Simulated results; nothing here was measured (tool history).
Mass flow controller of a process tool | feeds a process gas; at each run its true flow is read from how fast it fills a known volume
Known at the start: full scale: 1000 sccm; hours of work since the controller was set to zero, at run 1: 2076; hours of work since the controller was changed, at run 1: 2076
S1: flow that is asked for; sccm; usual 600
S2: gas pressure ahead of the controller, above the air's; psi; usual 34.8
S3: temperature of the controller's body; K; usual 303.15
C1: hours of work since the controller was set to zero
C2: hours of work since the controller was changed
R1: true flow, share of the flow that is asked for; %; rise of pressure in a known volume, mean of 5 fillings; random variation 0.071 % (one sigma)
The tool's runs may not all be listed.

Run 1, hour 0.0: usual settings; C1 2076; C2 2076. Result: R1 100.39 %.
Run 2, hour 114.7: usual settings; C1 2161; C2 2161. Result: R1 100.31 %.
Run 3, hour 173.4: usual settings but S3 306.15 K; C1 2204; C2 2204. Result: R1 100.70 %.
Run 4, hour 283.2: usual settings but S3 306.15 K; C1 2285; C2 2285. Result: R1 100.72 %.
Run 5, hour 408.2: usual settings; C1 2377; C2 2377. Result: R1 100.23 %.
Run 6, hour 531.0: usual settings; C1 2468; C2 2468. Result: R1 100.40 %.
Run 7, hour 593.2: usual settings; C1 2514; C2 2514. Result: R1 100.20 %.
Run 8, hour 665.0: usual settings but S1 295 sccm; C1 2567; C2 2567. Result: R1 100.09 %.
Run 9, hour 731.7: usual settings but S1 317 sccm; C1 2616; C2 2616. Result: R1 99.94 %.
Run 10, hour 865.5: usual settings but S1 317 sccm; C1 2715; C2 2715. Result: R1 100.09 %.
Run 11, hour 931.1: usual settings but S1 317 sccm; C1 2764; C2 2764. Result: R1 100.02 %.
Run 12, hour 1000.6: usual settings but S1 317 sccm; C1 2815; C2 2815. Result: R1 99.86 %.
Run 13, hour 1109.1: usual settings but S1 317 sccm; C1 2895; C2 2895. Result: R1 99.95 %.
Run 14, hour 1194.7: usual settings but S1 317 sccm; C1 2958; C2 2958. Result: R1 99.99 %.
Run 15, hour 1325.2: usual settings; C1 3055; C2 3055. Result: R1 100.06 %.
Run 16, hour 1453.7: usual settings; C1 3150; C2 3150. Result: R1 100.11 %.
Run 17, hour 1570.5: usual settings but S2 37.9 psi; C1 3236; C2 3236. Result: R1 100.18 %.
Run 18, hour 1644.1: usual settings but S2 37.9 psi; C1 3290; C2 3290. Result: R1 100.05 %.
Run 19, hour 1731.1: usual settings but S2 37.9 psi; C1 3354; C2 3354. Result: R1 100.13 %.
Run 20, hour 1787.7: usual settings but S1 182 sccm, S2 31.2 psi, S3 294.15 K; C1 3396; C2 3396. Result: R1 98.60 %.
Run 21, hour 1906.6: usual settings but S3 299.15 K; C1 3484; C2 3484. Result: R1 99.43 %.
Run 22, hour 1978.9: usual settings but S2 38.1 psi, S3 300.15 K; C1 3537; C2 3537. Result: R1 99.72 %.
Run 23, hour 2056.6: usual settings but S2 38.1 psi, S3 300.15 K; C1 3595; C2 3595. Result: R1 99.82 %.
Run 24, hour 2179.6: usual settings but S2 23.1 psi, S3 312.15 K; C1 3686; C2 3686. Result: R1 100.91 %.
Run 25, hour 2284.1: usual settings but S1 124 sccm, S2 24.8 psi, S3 294.15 K; C1 3763; C2 3763. Result: R1 98.37 %.
Run 26, hour 2365.1: usual settings but S1 124 sccm, S2 24.8 psi, S3 294.15 K; C1 3823; C2 3823. Result: R1 98.35 %.
Run 27, hour 2464.5: usual settings but S1 124 sccm, S2 24.8 psi, S3 294.15 K; C1 3896; C2 3896. Result: R1 98.24 %.
Run 28, hour 2552.2: usual settings but S1 124 sccm, S2 24.8 psi, S3 294.15 K; C1 3961; C2 3961. Result: R1 98.18 %.
Run 29, hour 2617.3: usual settings but S1 327 sccm, S2 24.8 psi, S3 311.15 K; C1 4009; C2 4009. Result: R1 100.50 %.
Run 30, hour 2723.2: usual settings but S1 250 sccm, S2 39.5 psi, S3 297.15 K; C1 4087; C2 4087. Result: R1 99.06 %.
Run 31, hour 2846.5: usual settings but S1 559 sccm, S2 34.2 psi, S3 304.15 K; C1 4178; C2 4178. Result: R1 99.83 %.
Run 32, hour 2964.9: usual settings but S1 559 sccm, S2 29.0 psi, S3 307.15 K; C1 4266; C2 4266. Result: R1 100.17 %.
Run 33, hour 3062.5: usual settings but S1 559 sccm, S2 29.0 psi, S3 307.15 K; C1 4338; C2 4338. Result: R1 100.15 %.
At hour 3075.2: gauge calibrated.
Run 34, hour 3135.7: usual settings but S1 213 sccm, S2 20.6 psi, S3 307.15 K; C1 4392; C2 4392. Result: R1 100.26 %.
Run 35, hour 3267.8: usual settings but S1 213 sccm, S2 20.6 psi, S3 307.15 K; C1 4490; C2 4490. Result: R1 100.29 %.
Run 36, hour 3349.0: usual settings but S1 430 sccm, S3 310.15 K; C1 4549; C2 4549. Result: R1 101.18 %.
Run 37, hour 3440.7: usual settings but S1 430 sccm, S3 310.15 K; C1 4617; C2 4617. Result: R1 101.08 %.
Run 38, hour 3575.9: usual settings but S1 430 sccm, S3 310.15 K; C1 4717; C2 4717. Result: R1 100.96 %.

3 ways to go on from here, each from the tool as it stands after run 38. What would each give?
Run A, hour 3656.0: usual settings but S3 295.15 K; C1 4776; C2 4776. Result: R1 ?.
Run B, hour 3656.0: usual settings but S1 430 sccm, S2 21.3 psi, S3 310.15 K; C1 4776; C2 4776. Result: R1 ?.
Run C, hour 3656.0: usual settings but S1 231 sccm, S2 29.2 psi, S3 307.15 K; C1 4776; C2 4776. Result: R1 ?.

run      R1
  A   99.31
  B  100.64
  C  100.24
Without the tool's hidden state the same runs would have given:
run      R1
  A   99.43
  B  100.76
  C  100.37

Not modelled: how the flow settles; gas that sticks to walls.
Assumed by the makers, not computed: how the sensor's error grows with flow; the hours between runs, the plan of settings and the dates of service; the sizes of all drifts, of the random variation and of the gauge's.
